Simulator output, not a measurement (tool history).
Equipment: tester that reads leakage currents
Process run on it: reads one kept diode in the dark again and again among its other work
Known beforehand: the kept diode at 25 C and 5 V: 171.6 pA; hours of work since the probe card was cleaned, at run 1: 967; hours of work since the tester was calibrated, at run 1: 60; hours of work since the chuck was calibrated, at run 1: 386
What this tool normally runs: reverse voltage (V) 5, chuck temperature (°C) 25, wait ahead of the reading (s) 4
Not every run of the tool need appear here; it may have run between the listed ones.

run	hour	reverse voltage (V)	chuck temperature (°C)	wait ahead of the reading (s)	hours of work since the probe card was cleaned	hours of work since the tester was calibrated	hours of work since the chuck was calibrated	current that the tester gives (pA)
1	0	5	25	4	967	60	386	182.13
2	122.1	5	25	4	1040	133	459	183.58
3	339.5	5	25	4	1170	264	590	186.32
4	430.6	5	25	4	1225	319	645	187.26
5	558.3	2.72	25	4	1302	395	721	152.89
6	726.1	5	25	4	1402	496	822	191.08
7	825.7	5	25	4	1462	556	882	192.26
8	1034.2	5	25	4	1587	681	1007	196.59
9	1162.1	5	25	4	1664	758	1084	196.89
10	1291.8	5	25	4	1742	836	1162	198.46
11	1436.7	5	25	4	1829	923	1249	200.59
12	1608.3	5	37	4	1932	1026	1352	510.46
13	1745.9	5	25	4	2015	1108	1434	204.46
# hour 1832.1: chuck's temperature calibrated
14	1885.7	5	25	4	2097	1191	32	183.25
15	2059.5	5	25	4	2202	1295	137	185.32
16	2257.9	5	25	4	2321	1414	256	187.89
17	2416.3	5	25	4	2416	1509	351	189.88
18	2601.6	5	25	4	2527	1621	462	192.48
# hour 2632.4: probe card cleaned and baked
19	2768.4	5	25	4	82	1719	560	180.87
20	2986.5	2.87	25	3.98	213	1850	691	154.79
# hour 2999.9: tester calibrated
21	3181.9	2.87	25	3.98	329	109	807	157.28
22	3363.2	4.81	41	3.98	437	218	916	658.84
23	3456.9	4.81	41	3.98	494	274	972	662.28
24	3637.4	4.81	41	3.98	602	383	1081	666.5
25	3797.4	4.81	41	3.98	698	479	1177	675.28
26	3931.8	2.56	37	4	779	559	1257	408.05
27	4093.6	2.56	37	4	876	656	1354	411.8

Predict the results of run 28:
# hour 4282.4: tester calibrated, once more
28	4290.8	2.56	37	4	993	5	1472	?

{"run 28": {"current that the tester gives (pA)": 413.22}}
The same run, on a tool lacking any hidden state, would have yielded current that the tester gives (pA) 365.01.
